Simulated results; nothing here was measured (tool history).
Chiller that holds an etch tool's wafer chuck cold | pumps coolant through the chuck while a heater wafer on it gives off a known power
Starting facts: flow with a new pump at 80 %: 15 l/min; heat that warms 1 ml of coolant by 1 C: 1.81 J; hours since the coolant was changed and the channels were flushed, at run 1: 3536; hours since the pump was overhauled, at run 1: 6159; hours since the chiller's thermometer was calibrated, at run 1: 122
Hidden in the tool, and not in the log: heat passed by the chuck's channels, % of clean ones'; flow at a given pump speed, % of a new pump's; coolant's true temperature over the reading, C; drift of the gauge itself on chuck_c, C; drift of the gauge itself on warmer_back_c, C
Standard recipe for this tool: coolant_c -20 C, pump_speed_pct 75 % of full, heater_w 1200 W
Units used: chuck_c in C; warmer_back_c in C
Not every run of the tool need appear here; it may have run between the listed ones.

run,day,coolant_c,pump_speed_pct,heater_w,hours since the coolant was changed and the channels were flushed,hours since the pump was overhauled,hours since the chiller's thermometer was calibrated,chuck_c,warmer_back_c
1,0,-20,75,1200,3536,6159,122,-7.1,2.81
2,9.354,-20,75,1200,3760,6384,347,-7.2,2.8
3,18.671,-20,75,1200,3984,6607,570,-7.2,2.85
4,24.379,-20,75,1200,4121,6744,707,-7.2,2.88
5,29.483,-22,75,1200,4243,6867,830,-9.3,2.85
6,36.921,-20,75,1481,4422,7045,1008,-4,3.47
7,43.629,-20,75,1481,4583,7206,1169,-4.1,3.45
8,48.75,-20,75,1303,4706,7329,1292,-6.1,3.03
9,53.429,-20,75,1303,4818,7442,1405,-6.3,3.04
10,60.517,-20,75,1303,4988,7612,1575,-6.2,3.05
11,67.188,-20,75,1303,5148,7772,1735,-5.9,3.06
12,75.929,-20,83,1303,5358,7982,1945,-7.2,2.73
13,85.083,-20,83,1303,5578,8201,2164,-7.1,2.71
14,93.729,-20,83,1303,5785,8409,2372,-7,2.69
15,102.979,-20,75,1200,6007,8631,2594,-7.1,2.79
16,112.092,-20,75,1200,6226,8849,2812,-7,2.76
17,121.167,-13,72,1166,6443,9067,3030,0,2.81
18,130.604,-13,99,1166,6670,9294,3257,-3,2.02
19,136.462,-13,99,1166,6811,9434,3397,-3,1.98
20,140.533,-20,79,1200,6908,9532,3495,-7.8,2.55
21,146.988,-20,79,1200,7063,9687,3650,-7.8,2.63
# day 149.988: chiller's thermometer calibrated
22,152.796,-20,79,1200,7202,9825,67,-7.7,2.55
23,159.85,-15,74,819,7371,9995,237,-6.2,1.85
24,165.996,-15,74,819,7518,10142,384,-6.1,1.81
25,171.875,-15,74,819,7659,10283,525,-6.1,1.81
26,178.292,-15,74,819,7814,10437,679,-6.1,1.84
# day 180.758: coolant changed, channels flushed
27,183.688,-18,64,1001,70,10561,803,-5.7,2.64
28,189.112,-15,64,1001,201,10691,933,-2.9,2.68
29,198.933,-20,75,648,436,10927,1169,-13.1,1.39
30,208.083,-25,81,1123,656,11146,1388,-13.6,2.32
31,217.079,-14,89,1100,872,11362,1604,-3.8,2.02

Alternative continuations, all from the tool just after run 31; predict every row:
A,225.667,-23,66,1717,1078,11568,1810,?,?
B,225.667,-22,96,1100,1078,11568,1810,?,?
C,225.667,-14,89,954,1078,11568,1810,?,?
D,225.667,-14,64,1394,1078,11568,1810,?,?
E,225.667,-17,75,1200,1078,11568,1810,?,?

run,chuck_c,warmer_back_c
A,-2.9,4.41
B,-12.2,1.83
C,-5,1.78
D,2.9,3.73
E,-4.2,2.69
Take away the tool's hidden state, keep each run's random variation, and the runs would have read:
run,chuck_c,warmer_back_c
A,-3,4.57
B,-12.3,1.98
C,-5,1.94
D,2.8,3.88
E,-4.2,2.85

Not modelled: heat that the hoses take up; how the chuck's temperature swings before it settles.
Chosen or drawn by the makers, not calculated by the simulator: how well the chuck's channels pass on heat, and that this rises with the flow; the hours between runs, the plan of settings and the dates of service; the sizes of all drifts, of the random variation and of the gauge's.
